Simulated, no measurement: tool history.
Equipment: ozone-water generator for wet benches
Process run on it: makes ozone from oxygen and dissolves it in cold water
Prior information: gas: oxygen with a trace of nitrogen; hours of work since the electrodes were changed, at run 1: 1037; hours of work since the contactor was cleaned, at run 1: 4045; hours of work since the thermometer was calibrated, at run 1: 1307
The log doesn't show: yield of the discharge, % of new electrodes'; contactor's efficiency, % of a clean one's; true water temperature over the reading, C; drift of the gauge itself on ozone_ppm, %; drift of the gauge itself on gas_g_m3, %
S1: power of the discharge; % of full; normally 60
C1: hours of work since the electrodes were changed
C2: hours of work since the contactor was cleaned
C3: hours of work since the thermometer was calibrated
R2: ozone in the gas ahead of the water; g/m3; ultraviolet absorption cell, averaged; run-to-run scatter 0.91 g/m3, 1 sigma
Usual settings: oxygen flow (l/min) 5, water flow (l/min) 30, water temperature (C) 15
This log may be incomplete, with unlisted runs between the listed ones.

{"run": 1, "hour": 0.0, "S1": 60, "oxygen flow (l/min)": 5, "water flow (l/min)": 30, "water temperature (C)": 15, "C1": 1037, "C2": 4045, "C3": 1307, "dissolved ozone (ppm)": 13.9, "R2": 149.6}
{"run": 2, "hour": 39.4, "S1": 60, "oxygen flow (l/min)": 5, "water flow (l/min)": 20, "water temperature (C)": 15, "C1": 1070, "C2": 4077, "C3": 1339, "dissolved ozone (ppm)": 19.3, "R2": 149.3}
{"run": 3, "hour": 73.8, "S1": 60, "oxygen flow (l/min)": 5, "water flow (l/min)": 20, "water temperature (C)": 15, "C1": 1097, "C2": 4105, "C3": 1367, "dissolved ozone (ppm)": 19.1, "R2": 147.8}
{"run": 4, "hour": 105.8, "S1": 60, "oxygen flow (l/min)": 5, "water flow (l/min)": 20, "water temperature (C)": 15, "C1": 1124, "C2": 4131, "C3": 1393, "dissolved ozone (ppm)": 18.9, "R2": 148.6}
{"run": 5, "hour": 146.4, "S1": 60, "oxygen flow (l/min)": 6.73, "water flow (l/min)": 20, "water temperature (C)": 15, "C1": 1157, "C2": 4164, "C3": 1426, "dissolved ozone (ppm)": 18.5, "R2": 124.1}
{"run": 6, "hour": 170.6, "S1": 60, "oxygen flow (l/min)": 6.73, "water flow (l/min)": 20, "water temperature (C)": 15, "C1": 1176, "C2": 4184, "C3": 1446, "dissolved ozone (ppm)": 18.5, "R2": 125.3}
{"run": 7, "hour": 216.3, "S1": 60, "oxygen flow (l/min)": 6.73, "water flow (l/min)": 20, "water temperature (C)": 15, "C1": 1214, "C2": 4221, "C3": 1483, "dissolved ozone (ppm)": 18.7, "R2": 124.9}
{"run": 8, "hour": 246.2, "S1": 56, "oxygen flow (l/min)": 5, "water flow (l/min)": 30, "water temperature (C)": 15, "C1": 1238, "C2": 4246, "C3": 1507, "dissolved ozone (ppm)": 13.4, "R2": 143}
{"run": 9, "hour": 280.2, "S1": 60, "oxygen flow (l/min)": 5, "water flow (l/min)": 30, "water temperature (C)": 15, "C1": 1266, "C2": 4273, "C3": 1535, "dissolved ozone (ppm)": 14, "R2": 146.5}
{"run": 10, "hour": 326.8, "S1": 60, "oxygen flow (l/min)": 5, "water flow (l/min)": 30, "water temperature (C)": 15, "C1": 1304, "C2": 4311, "C3": 1573, "dissolved ozone (ppm)": 13.8, "R2": 147.7}
{"run": 11, "hour": 354.6, "S1": 60, "oxygen flow (l/min)": 5, "water flow (l/min)": 30, "water temperature (C)": 15, "C1": 1326, "C2": 4334, "C3": 1596, "dissolved ozone (ppm)": 13.6, "R2": 147.7}
{"run": 12, "hour": 381.2, "S1": 48, "oxygen flow (l/min)": 5, "water flow (l/min)": 30, "water temperature (C)": 15, "C1": 1348, "C2": 4355, "C3": 1617, "dissolved ozone (ppm)": 12, "R2": 130.8}
{"hour": 409.9, "done": "contactor cleaned"}
{"run": 13, "hour": 416.2, "S1": 48, "oxygen flow (l/min)": 5, "water flow (l/min)": 30, "water temperature (C)": 15, "C1": 1373, "C2": 5, "C3": 1642, "dissolved ozone (ppm)": 12, "R2": 129.5}
{"run": 14, "hour": 438.5, "S1": 48, "oxygen flow (l/min)": 5, "water flow (l/min)": 30, "water temperature (C)": 15, "C1": 1391, "C2": 23, "C3": 1661, "dissolved ozone (ppm)": 12, "R2": 130.6}
{"run": 15, "hour": 459.4, "S1": 60, "oxygen flow (l/min)": 5, "water flow (l/min)": 30, "water temperature (C)": 15, "C1": 1408, "C2": 40, "C3": 1678, "dissolved ozone (ppm)": 13.7, "R2": 148.2}
{"run": 16, "hour": 485.4, "S1": 60, "oxygen flow (l/min)": 5, "water flow (l/min)": 30, "water temperature (C)": 15, "C1": 1429, "C2": 62, "C3": 1699, "dissolved ozone (ppm)": 13.6, "R2": 147.7}
{"hour": 512.0, "done": "contactor cleaned, once more"}
{"run": 17, "hour": 539.3, "S1": 60, "oxygen flow (l/min)": 5, "water flow (l/min)": 30, "water temperature (C)": 15, "C1": 1470, "C2": 22, "C3": 1739, "dissolved ozone (ppm)": 14.2, "R2": 147.2}
{"run": 18, "hour": 566.9, "S1": 54, "oxygen flow (l/min)": 2.81, "water flow (l/min)": 25, "water temperature (C)": 10, "C1": 1493, "C2": 45, "C3": 1762, "dissolved ozone (ppm)": 15.1, "R2": 193.9}
{"run": 19, "hour": 608.8, "S1": 62, "oxygen flow (l/min)": 2.81, "water flow (l/min)": 35, "water temperature (C)": 10, "C1": 1527, "C2": 79, "C3": 1796, "dissolved ozone (ppm)": 11.7, "R2": 210.3}
{"run": 20, "hour": 638.6, "S1": 62, "oxygen flow (l/min)": 2.81, "water flow (l/min)": 35, "water temperature (C)": 10, "C1": 1551, "C2": 103, "C3": 1820, "dissolved ozone (ppm)": 12.2, "R2": 210.6}
{"run": 21, "hour": 680.6, "S1": 49, "oxygen flow (l/min)": 2.81, "water flow (l/min)": 25, "water temperature (C)": 10, "C1": 1585, "C2": 137, "C3": 1855, "dissolved ozone (ppm)": 14.3, "R2": 185.4}
{"run": 22, "hour": 725.9, "S1": 49, "oxygen flow (l/min)": 6.44, "water flow (l/min)": 25, "water temperature (C)": 11, "C1": 1622, "C2": 174, "C3": 1891, "dissolved ozone (ppm)": 15.5, "R2": 113.6}
{"run": 23, "hour": 766.5, "S1": 49, "oxygen flow (l/min)": 6.44, "water flow (l/min)": 25, "water temperature (C)": 11, "C1": 1655, "C2": 207, "C3": 1924, "dissolved ozone (ppm)": 15.4, "R2": 111.9}
{"run": 24, "hour": 806.8, "S1": 49, "oxygen flow (l/min)": 6.44, "water flow (l/min)": 25, "water temperature (C)": 11, "C1": 1688, "C2": 240, "C3": 1957, "dissolved ozone (ppm)": 15.6, "R2": 112.6}
{"run": 25, "hour": 856.3, "S1": 49, "oxygen flow (l/min)": 6.44, "water flow (l/min)": 25, "water temperature (C)": 11, "C1": 1728, "C2": 280, "C3": 1998, "dissolved ozone (ppm)": 15.4, "R2": 112.1}
{"run": 26, "hour": 879.9, "S1": 49, "oxygen flow (l/min)": 6.44, "water flow (l/min)": 37, "water temperature (C)": 20, "C1": 1747, "C2": 300, "C3": 2017, "dissolved ozone (ppm)": 10.2, "R2": 111.4}
{"run": 27, "hour": 922.2, "S1": 49, "oxygen flow (l/min)": 2.56, "water flow (l/min)": 25, "water temperature (C)": 8, "C1": 1782, "C2": 334, "C3": 2051, "dissolved ozone (ppm)": 14, "R2": 194.1}
{"run": 28, "hour": 955.1, "S1": 53, "oxygen flow (l/min)": 4.59, "water flow (l/min)": 23, "water temperature (C)": 19, "C1": 1809, "C2": 361, "C3": 2078, "dissolved ozone (ppm)": 15.1, "R2": 142.9}
{"run": 29, "hour": 1005.6, "S1": 53, "oxygen flow (l/min)": 4.59, "water flow (l/min)": 23, "water temperature (C)": 19, "C1": 1850, "C2": 402, "C3": 2119, "dissolved ozone (ppm)": 15.2, "R2": 143.9}
{"run": 30, "hour": 1041.9, "S1": 50, "oxygen flow (l/min)": 3.3, "water flow (l/min)": 20, "water temperature (C)": 12, "C1": 1879, "C2": 432, "C3": 2149, "dissolved ozone (ppm)": 17.5, "R2": 166.8}
{"run": 31, "hour": 1089.2, "S1": 50, "oxygen flow (l/min)": 3.3, "water flow (l/min)": 20, "water temperature (C)": 12, "C1": 1918, "C2": 470, "C3": 2187, "dissolved ozone (ppm)": 17.1, "R2": 168}
{"run": 32, "hour": 1136.0, "S1": 60, "oxygen flow (l/min)": 6.38, "water flow (l/min)": 21, "water temperature (C)": 15, "C1": 1956, "C2": 508, "C3": 2225, "dissolved ozone (ppm)": 18.2, "R2": 125.2}
{"run": 33, "hour": 1185.5, "S1": 60, "oxygen flow (l/min)": 6.38, "water flow (l/min)": 21, "water temperature (C)": 15, "C1": 1996, "C2": 548, "C3": 2266, "dissolved ozone (ppm)": 18.1, "R2": 123.9}

Pick out some run-to-run changes in dissolved ozone (ppm). Of each, how much would a tool without hidden state show as well, from the settings, what came in and chance, and how much is left for the hidden state and any gauge scatter not in both results compared?
Run 1 -> 2: water flow (l/min) 30 -> 20. dissolved ozone (ppm) +5.4: hidden state -0.2, all else +5.6.
Run 7 -> 8: S1 60 -> 56, oxygen flow (l/min) 6.73 -> 5, water flow (l/min) 20 -> 30. dissolved ozone (ppm) -5.3: hidden state +0.2, all else -5.5.
Run 16 -> 17: contactor cleaned, once more. dissolved ozone (ppm) +0.6: hidden state +0.6, all else +0.
Run 25 -> 26: water flow (l/min) 25 -> 37, water temperature (C) 11 -> 20. dissolved ozone (ppm) -5.2: hidden state +0.2, all else -5.4.
